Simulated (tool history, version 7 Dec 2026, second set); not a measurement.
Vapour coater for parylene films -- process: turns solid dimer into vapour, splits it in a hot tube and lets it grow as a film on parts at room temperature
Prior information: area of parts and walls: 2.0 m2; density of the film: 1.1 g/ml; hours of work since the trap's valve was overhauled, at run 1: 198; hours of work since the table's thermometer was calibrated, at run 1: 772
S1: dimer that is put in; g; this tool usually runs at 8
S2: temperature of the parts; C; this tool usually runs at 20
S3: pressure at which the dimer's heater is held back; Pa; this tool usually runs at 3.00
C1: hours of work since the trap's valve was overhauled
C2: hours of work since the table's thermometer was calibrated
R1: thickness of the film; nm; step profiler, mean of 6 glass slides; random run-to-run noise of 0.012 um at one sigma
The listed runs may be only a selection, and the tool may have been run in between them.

| run | hour | S1 | S2 | S3 | C1 | C2 | R1 |
|---|---|---|---|---|---|---|---|
| 1 | 0.0 | 8 | 20 | 3.00 | 198 | 772 | 2100 |
| 2 | 36.9 | 8 | 20 | 3.00 | 226 | 800 | 2110 |
| 3 | 92.1 | 8 | 17 | 3.00 | 268 | 842 | 2180 |
| 4 | 116.6 | 8 | 20 | 3.00 | 287 | 861 | 2070 |
| 5 | 142.1 | 8 | 20 | 6.94 | 306 | 880 | 1890 |
| 6 | 181.0 | 8 | 20 | 6.94 | 336 | 910 | 1860 |
| 7 | 204.9 | 8 | 20 | 3.00 | 354 | 928 | 1990 |
| 8 | 233.9 | 8 | 22 | 3.00 | 376 | 950 | 1920 |
| 9 | 271.8 | 8 | 20 | 3.00 | 405 | 979 | 1970 |
| 10 | 305.7 | 8 | 14 | 3.00 | 431 | 1005 | 2200 |
|  | 317.8 | trap's valve overhauled |
| 11 | 333.2 | 8 | 20 | 3.00 | 12 | 1023 | 2200 |
|  | 338.5 | table's thermometer calibrated |
| 12 | 357.8 | 8 | 20 | 3.00 | 30 | 15 | 2220 |
| 13 | 402.5 | 8 | 20 | 3.00 | 64 | 49 | 2180 |
| 14 | 454.2 | 8 | 20 | 3.00 | 103 | 88 | 2140 |
| 15 | 500.6 | 8 | 20 | 3.00 | 139 | 124 | 2120 |
| 16 | 524.5 | 8 | 20 | 11.10 | 157 | 142 | 1880 |
| 17 | 553.7 | 8 | 20 | 11.10 | 180 | 164 | 1870 |
|  | 572.1 | table's thermometer calibrated, once more |
| 18 | 577.6 | 8 | 17 | 11.10 | 197 | 4 | 1920 |
| 19 | 630.9 | 14 | 20 | 4.56 | 238 | 45 | 3410 |
| 20 | 675.7 | 8 | 26 | 3.00 | 272 | 79 | 1790 |
| 21 | 727.8 | 8 | 18 | 7.81 | 312 | 119 | 1890 |
| 22 | 767.1 | 11 | 20 | 3.00 | 342 | 149 | 2700 |
| 23 | 810.1 | 11 | 20 | 4.02 | 375 | 182 | 2590 |
| 24 | 851.9 | 8 | 14 | 3.32 | 407 | 214 | 2130 |
| 25 | 885.3 | 8 | 14 | 3.32 | 432 | 239 | 2110 |
|  | 895.7 | trap's valve overhauled |
| 26 | 928.5 | 6 | 20 | 3.60 | 25 | 269 | 1600 |
| 27 | 952.8 | 8 | 20 | 10.35 | 44 | 288 | 1950 |
| 28 | 999.6 | 11 | 25 | 2.18 | 79 | 324 | 2790 |
| 29 | 1026.1 | 11 | 25 | 9.05 | 100 | 344 | 2410 |

Predict each of these 5 candidate next runs independently; none follows another, all start after run 29:
| A | 1074.6 | 8 | 14 | 3.00 | 137 | 381 | ? |
| B | 1074.6 | 8 | 29 | 3.00 | 137 | 381 | ? |
| C | 1074.6 | 11 | 24 | 11.55 | 137 | 381 | ? |
| D | 1074.6 | 4 | 20 | 2.30 | 137 | 381 | ? |
| E | 1074.6 | 3 | 23 | 7.15 | 137 | 381 | ? |

| run | R1 |
|---|---|
| A | 2380 |
| B | 1780 |
| C | 2380 |
| D | 1090 |
| E | 700 |
What these runs would have given with no unlogged condition in the tool:
| run | R1 |
|---|---|
| A | 2470 |
| B | 1850 |
| C | 2470 |
| D | 1140 |
| E | 730 |

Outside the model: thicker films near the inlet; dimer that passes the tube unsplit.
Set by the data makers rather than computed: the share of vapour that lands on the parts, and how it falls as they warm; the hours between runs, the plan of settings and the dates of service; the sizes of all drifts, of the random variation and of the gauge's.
